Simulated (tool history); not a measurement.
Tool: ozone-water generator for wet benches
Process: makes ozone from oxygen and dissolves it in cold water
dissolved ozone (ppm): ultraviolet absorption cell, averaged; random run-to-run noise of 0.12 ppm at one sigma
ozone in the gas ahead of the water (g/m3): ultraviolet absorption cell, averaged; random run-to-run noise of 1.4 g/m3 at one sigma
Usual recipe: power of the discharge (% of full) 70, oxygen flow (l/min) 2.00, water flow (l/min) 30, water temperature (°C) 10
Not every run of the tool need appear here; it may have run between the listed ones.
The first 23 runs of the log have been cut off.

run	hour	power of the discharge (% of full)	oxygen flow (l/min)	water flow (l/min)	water temperature (°C)	hours of work since the electrodes were changed	hours of work since the contactor was cleaned	hours of work since the thermometer was calibrated	dissolved ozone (ppm)	ozone in the gas ahead of the water (g/m3)
24	604.7	75	1.56	30	6	1125	5770	902	10.0	327.1
25	638.3	75	1.56	30	6	1146	5791	924	9.9	327.7
26	674.1	75	1.56	30	6	1169	5814	946	9.8	324.2
27	710.2	75	1.56	30	6	1192	5837	969	10.0	328.9
28	728.7	75	1.56	30	6	1204	5849	981	10.1	325.6
29	744.6	70	2.37	30	6	1214	5859	991	10.4	239.1
30	773.7	63	3.43	30	10	1232	5877	1010	10.2	175.0
31	798.3	90	3.39	31	11	1248	5893	1025	12.8	226.4
32	813.2	75	1.13	45	11	1257	5902	1035	5.2	394.7
33	839.6	75	1.13	45	11	1274	5919	1051	5.3	396.0

4 ways to go on from here, each from the tool as it stands after run 33. What would each give?
A	862.9	52	2.55	28	11	1289	5934	1066	?	?
B	862.9	75	1.13	23	11	1289	5934	1066	?	?
C	862.9	90	1.80	40	11	1289	5934	1066	?	?
D	862.9	77	2.73	30	14	1289	5934	1066	?	?

run	dissolved ozone (ppm)	ozone in the gas ahead of the water (g/m3)
A	9.1	183.8
B	12.9	397.5
C	7.8	336.9
D	11.0	233.1
Stripped of hidden state, with their random variation kept, the same runs would have yielded:
run	dissolved ozone (ppm)	ozone in the gas ahead of the water (g/m3)
A	9.1	183.9
B	12.9	397.6
C	7.9	337.1
D	11.0	233.2

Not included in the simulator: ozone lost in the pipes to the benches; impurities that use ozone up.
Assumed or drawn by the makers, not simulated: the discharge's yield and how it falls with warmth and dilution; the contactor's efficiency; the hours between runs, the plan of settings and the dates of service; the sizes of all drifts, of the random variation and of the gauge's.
